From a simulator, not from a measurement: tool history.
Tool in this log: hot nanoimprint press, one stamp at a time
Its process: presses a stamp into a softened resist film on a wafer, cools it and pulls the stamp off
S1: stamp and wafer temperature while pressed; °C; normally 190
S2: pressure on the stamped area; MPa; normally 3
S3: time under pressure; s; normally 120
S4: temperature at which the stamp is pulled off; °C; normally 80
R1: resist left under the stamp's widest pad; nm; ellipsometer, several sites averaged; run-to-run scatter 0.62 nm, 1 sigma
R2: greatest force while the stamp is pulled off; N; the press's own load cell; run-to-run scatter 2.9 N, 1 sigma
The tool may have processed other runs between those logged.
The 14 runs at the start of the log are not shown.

Run 15, day 9.712: usual settings but S3 125 s. Result: R1 350.4 nm, R2 131 N.
Run 16, day 10.254: usual settings but S2 2.27 MPa. Result: R1 405.2 nm, R2 138 N.
Run 17, day 11.208: usual settings but S2 2.27 MPa. Result: R1 406.3 nm, R2 136 N.
Run 18, day 11.717: usual settings but S1 199 °C, S2 3.18 MPa, S3 199 s, S4 75 °C. Result: R1 210.7 nm, R2 153 N.
Run 19, day 12.646: usual settings but S1 199 °C, S2 3.18 MPa, S3 199 s, S4 75 °C. Result: R1 210.8 nm, R2 151 N.
At day 13.429: plate thermocouple calibrated.
Run 20, day 13.533: usual settings but S1 179 °C, S2 3.13 MPa, S3 137 s, S4 77 °C. Result: R1 470.7 nm, R2 150 N.
Run 21, day 14.408: usual settings but S2 3.43 MPa, S3 69 s. Result: R1 392.6 nm, R2 136 N.
Run 22, day 15.308: usual settings but S2 3.43 MPa, S3 69 s. Result: R1 392.1 nm, R2 134 N.
Run 23, day 15.996: usual settings but S2 4.4 MPa, S3 112 s, S4 85 °C. Result: R1 296 nm, R2 120 N.
At day 16.642: gauge calibrated.
Run 24, day 17: usual settings but S2 4.4 MPa, S3 112 s, S4 85 °C. Result: R1 301.7 nm, R2 116 N.
Run 25, day 17.792: usual settings but S2 4.4 MPa, S3 112 s, S4 85 °C. Result: R1 301.6 nm, R2 124 N.
At day 19.029: stamp cleaned and given a new release coat.
Run 26, day 19.088: usual settings but S4 78 °C. Result: R1 360.3 nm, R2 141 N.
Run 27, day 19.758: usual settings but S4 78 °C. Result: R1 359.2 nm, R2 141 N.
Run 28, day 20.742: usual settings but S4 78 °C. Result: R1 357.9 nm, R2 139 N.
Run 29, day 21.35: usual settings but S1 198 °C, S2 2.15 MPa, S3 130 s. Result: R1 320.1 nm, R2 140 N.
Run 30, day 22.221: usual settings but S1 198 °C, S2 2.15 MPa, S3 130 s. Result: R1 318.8 nm, R2 131 N.
Run 31, day 23.175: usual settings but S1 179 °C, S2 2.15 MPa, S3 130 s, S4 72 °C. Result: R1 543.6 nm, R2 162 N.

What if the next run were any one of these 3? Each begins from the tool's condition after run 31:
Run A, day 23.642: usual settings but S2 4.56 MPa, S3 72 s, S4 81 °C. Result: R1 ?, R2 ?.
Run B, day 23.642: usual settings but S1 186 °C, S2 4.44 MPa, S3 130 s, S4 69 °C. Result: R1 ?, R2 ?.
Run C, day 23.642: usual settings but S1 188 °C. Result: R1 ?, R2 ?.

run     R1   R2
  A  340.7  127
  B  326.8  168
  C  380.5  135
Without the tool's unlogged condition, the same runs would have read:
run     R1   R2
  A  344.1  127
  B  330.1  168
  C  384.4  134
